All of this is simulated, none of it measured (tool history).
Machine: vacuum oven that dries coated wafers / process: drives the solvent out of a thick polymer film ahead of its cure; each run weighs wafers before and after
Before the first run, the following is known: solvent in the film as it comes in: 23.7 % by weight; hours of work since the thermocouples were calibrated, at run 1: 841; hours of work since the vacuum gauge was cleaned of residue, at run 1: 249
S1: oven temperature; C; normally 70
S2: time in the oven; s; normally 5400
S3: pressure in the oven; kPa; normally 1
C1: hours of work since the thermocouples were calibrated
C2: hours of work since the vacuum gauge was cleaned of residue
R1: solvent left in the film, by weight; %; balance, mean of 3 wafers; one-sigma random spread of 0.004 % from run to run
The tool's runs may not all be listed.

| run | hour | S1 | S2 | S3 | C1 | C2 | R1 |
|---|---|---|---|---|---|---|---|
| 1 | 0 | 70 | 5400 | 1 | 841 | 249 | 1.157 |
| 2 | 17.2 | 70 | 5400 | 1 | 850 | 258 | 1.154 |
| 3 | 35.4 | 70 | 5400 | 1 | 859 | 267 | 1.165 |
| 4 | 61.1 | 70 | 5400 | 1 | 872 | 280 | 1.16 |
| 5 | 77.8 | 70 | 5400 | 1 | 881 | 289 | 1.162 |
| 6 | 92.4 | 74 | 5400 | 1 | 888 | 296 | 0.693 |
| 7 | 107.5 | 74 | 5400 | 1 | 896 | 304 | 0.695 |
| 8 | 119.5 | 74 | 5400 | 1 | 902 | 310 | 0.693 |
| 9 | 140.8 | 70 | 5400 | 0.51 | 913 | 320 | 0.971 |
| 10 | 160.9 | 70 | 5400 | 0.51 | 923 | 331 | 0.976 |
| 11 | 174.7 | 70 | 5400 | 0.78 | 930 | 338 | 1.076 |
| 12 | 193.8 | 70 | 5400 | 0.78 | 939 | 347 | 1.083 |
| 13 | 209.6 | 70 | 5400 | 0.78 | 947 | 355 | 1.072 |
| 14 | 229.3 | 70 | 5400 | 0.78 | 957 | 365 | 1.08 |
| 15 | 240 | 70 | 5400 | 1 | 963 | 370 | 1.165 |
| 16 | 253.3 | 70 | 5400 | 1 | 969 | 377 | 1.16 |
| 17 | 279.1 | 70 | 5400 | 1 | 982 | 390 | 1.155 |
| 18 | 305.2 | 70 | 5400 | 1 | 996 | 403 | 1.161 |
| 19 | 319.1 | 70 | 5400 | 1 | 1003 | 410 | 1.16 |
| 20 | 335.3 | 70 | 5400 | 2.43 | 1011 | 419 | 1.696 |
| 21 | 360.7 | 70 | 4380 | 1 | 1024 | 431 | 1.801 |
|  | 376.6 | oven's thermocouples calibrated |
| 22 | 385.3 | 70 | 4380 | 1 | 4 | 443 | 1.802 |
| 23 | 403.2 | 70 | 4380 | 1 | 13 | 452 | 1.794 |
| 24 | 418.4 | 70 | 4380 | 1 | 21 | 460 | 1.799 |
| 25 | 429.2 | 61 | 3840 | 1 | 27 | 465 | 5.266 |
| 26 | 454.7 | 77 | 3840 | 1.61 | 39 | 478 | 1.18 |
| 27 | 476.1 | 63 | 3900 | 0.52 | 50 | 489 | 4.204 |
| 28 | 490 | 70 | 5400 | 0.86 | 57 | 496 | 1.11 |
| 29 | 508 | 70 | 4980 | 1.63 | 66 | 505 | 1.616 |
| 30 | 522.6 | 70 | 4980 | 1.63 | 74 | 512 | 1.616 |
| 31 | 540.3 | 70 | 4980 | 1.63 | 83 | 521 | 1.621 |
| 32 | 562.9 | 70 | 4980 | 1.63 | 94 | 533 | 1.61 |
| 33 | 576.3 | 69 | 7260 | 1 | 101 | 539 | 0.73 |
| 34 | 590.1 | 65 | 8160 | 1 | 108 | 546 | 0.954 |
| 35 | 606.8 | 73 | 3300 | 1.56 | 116 | 555 | 2.434 |
| 36 | 627.2 | 70 | 7560 | 0.77 | 127 | 565 | 0.519 |
| 37 | 652.7 | 70 | 7560 | 0.77 | 139 | 578 | 0.516 |
| 38 | 672.2 | 58 | 4680 | 0.77 | 149 | 588 | 5.027 |
| 39 | 686.9 | 71 | 3180 | 1.72 | 157 | 595 | 3.204 |
| 40 | 707.5 | 59 | 4200 | 1.42 | 167 | 606 | 5.677 |
| 41 | 725 | 57 | 5400 | 2.14 | 176 | 614 | 5.283 |
| 42 | 740.1 | 60 | 7620 | 1 | 184 | 622 | 1.992 |
| 43 | 762.8 | 60 | 7620 | 1 | 195 | 634 | 1.993 |
| 44 | 777.9 | 75 | 5400 | 1.36 | 203 | 641 | 0.722 |
| 45 | 798.6 | 66 | 5400 | 2.56 | 213 | 652 | 2.568 |

What differs in the tool's unlogged condition from the final listed run ahead of each entry between runs to the first listed run following it?
Runs 21 to 22: oven's thermocouples calibrated (hour 376.6)
  true wafer temperature over the reading, C: 0.01 -> 0

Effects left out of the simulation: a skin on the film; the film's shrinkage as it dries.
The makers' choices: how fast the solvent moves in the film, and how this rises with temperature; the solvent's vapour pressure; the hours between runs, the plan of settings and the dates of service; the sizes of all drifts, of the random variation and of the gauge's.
